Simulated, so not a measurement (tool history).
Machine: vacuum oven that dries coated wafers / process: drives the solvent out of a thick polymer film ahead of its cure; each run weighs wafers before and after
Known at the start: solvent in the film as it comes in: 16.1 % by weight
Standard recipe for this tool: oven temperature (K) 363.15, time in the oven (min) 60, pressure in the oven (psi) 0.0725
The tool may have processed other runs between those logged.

run	hour	oven temperature (K)	time in the oven (min)	pressure in the oven (psi)	solvent left in the film (%)
1	0	363.15	60	0.0725	3.35
2	47.3	363.15	60	0.0895	3.49
3	121.9	363.15	60	0.0895	3.48
4	183.8	363.15	60	0.0725	3.31
5	234	363.15	60	0.0725	3.29
6	313.8	363.15	60	0.0725	3.35
7	352	363.15	60	0.0725	3.39
8	414.1	363.15	60	0.0725	3.27
9	488.4	366.15	60	0.0725	3.13
10	560.9	363.15	55	0.0725	3.88
11	613	363.15	60	0.0725	3.78
12	655.9	363.15	60	0.0725	3.6
13	738.6	363.15	60	0.0725	3.74
14	775.2	363.15	60	0.0725	3.63
15	816.4	363.15	50	0.0725	4.28
16	884.1	363.15	50	0.0725	4.28
17	946	361.15	60	0.0674	4.03
18	1016.8	368.15	74	0.0435	2.21
19	1074.3	370.15	49	0.0725	3.14
20	1127.2	358.15	32	0.1842	8.21
21	1174.2	349.15	100	0.0725	5.41
22	1220.3	349.15	100	0.0725	5.45
23	1264.9	351.15	83	0.0725	3.64
24	1307.5	360.15	51	0.0725	3.74
25	1362.5	360.15	51	0.0725	3.85
26	1418.4	360.15	35	0.193	6.46
27	1457.7	363.15	60	0.1765	3.64
28	1493.9	376.15	60	0.0725	1.06
29	1544.9	376.15	60	0.0725	1.13
30	1626.1	363.15	60	0.2473	4.4

Withheld: 4 entries from between the runs. Position of each, and hidden state at the listed run before versus the listed run after:
From run 3 to run 4: oven's thermocouples calibrated (hour 176.9)
  true wafer temperature over the reading, C: 1.17 -> 1.45; true pressure over the reading, kPa: 0.538 -> 0.558
  the result without the hidden state subtracted from the measured one, solvent left in the film (%): +0.52 -> +0.51
From run 8 to run 9: oven's thermocouples calibrated, once more (hour 441.6)
  true wafer temperature over the reading, C: 1.71 -> 0.33; true pressure over the reading, kPa: 0.636 -> 0.66
  the result without the hidden state subtracted from the measured one, solvent left in the film (%): +0.56 -> +0.79
From run 22 to run 23: vacuum gauge cleaned of residue and calibrated (hour 1234.5)
  true wafer temperature over the reading, C: 1.16 -> 1.2; true pressure over the reading, kPa: 0.909 -> 0.004
  the result without the hidden state subtracted from the measured one, solvent left in the film (%): +1.86 -> -0.24
From run 28 to run 29: oven's thermocouples calibrated (hour 1503)
  true wafer temperature over the reading, C: 1.45 -> 0.06; true pressure over the reading, kPa: 0.079 -> 0.097
  the result without the hidden state subtracted from the measured one, solvent left in the film (%): -0.04 -> +0.09
